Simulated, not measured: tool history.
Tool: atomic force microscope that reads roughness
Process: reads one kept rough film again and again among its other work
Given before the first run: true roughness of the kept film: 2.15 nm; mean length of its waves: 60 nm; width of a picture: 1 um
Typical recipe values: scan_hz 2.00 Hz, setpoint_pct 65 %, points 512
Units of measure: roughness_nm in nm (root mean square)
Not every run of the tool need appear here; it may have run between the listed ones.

Run 1, hour 0.0: usual settings. Result: roughness_nm 2.034 nm (root mean square).
Run 2, hour 9.5: usual settings. Result: roughness_nm 2.035 nm (root mean square).
Run 3, hour 19.0: usual settings but points 726. Result: roughness_nm 2.030 nm (root mean square).
Run 4, hour 23.1: usual settings but points 286. Result: roughness_nm 2.022 nm (root mean square).
Run 5, hour 28.4: usual settings but points 286. Result: roughness_nm 2.022 nm (root mean square).
Run 6, hour 35.8: usual settings but points 286. Result: roughness_nm 2.019 nm (root mean square).
Run 7, hour 44.0: usual settings but setpoint_pct 62 %, points 286. Result: roughness_nm 2.027 nm (root mean square).
Run 8, hour 50.1: usual settings but setpoint_pct 62 %, points 286. Result: roughness_nm 2.025 nm (root mean square).
Run 9, hour 59.1: usual settings but scan_hz 0.58 Hz, setpoint_pct 62 %, points 458. Result: roughness_nm 2.060 nm (root mean square).
Run 10, hour 63.8: usual settings but setpoint_pct 56 %. Result: roughness_nm 2.039 nm (root mean square).
Run 11, hour 68.4: usual settings but setpoint_pct 56 %. Result: roughness_nm 2.040 nm (root mean square).

What does the tool deliver on the next run?
Run 12, hour 76.6: usual settings but setpoint_pct 58 %, points 399. Result: roughness_nm ?.

roughness_nm: 2.035 nm (root mean square)
The same run, on a tool lacking any hidden state, would have yielded roughness_nm 2.076 nm (root mean square).

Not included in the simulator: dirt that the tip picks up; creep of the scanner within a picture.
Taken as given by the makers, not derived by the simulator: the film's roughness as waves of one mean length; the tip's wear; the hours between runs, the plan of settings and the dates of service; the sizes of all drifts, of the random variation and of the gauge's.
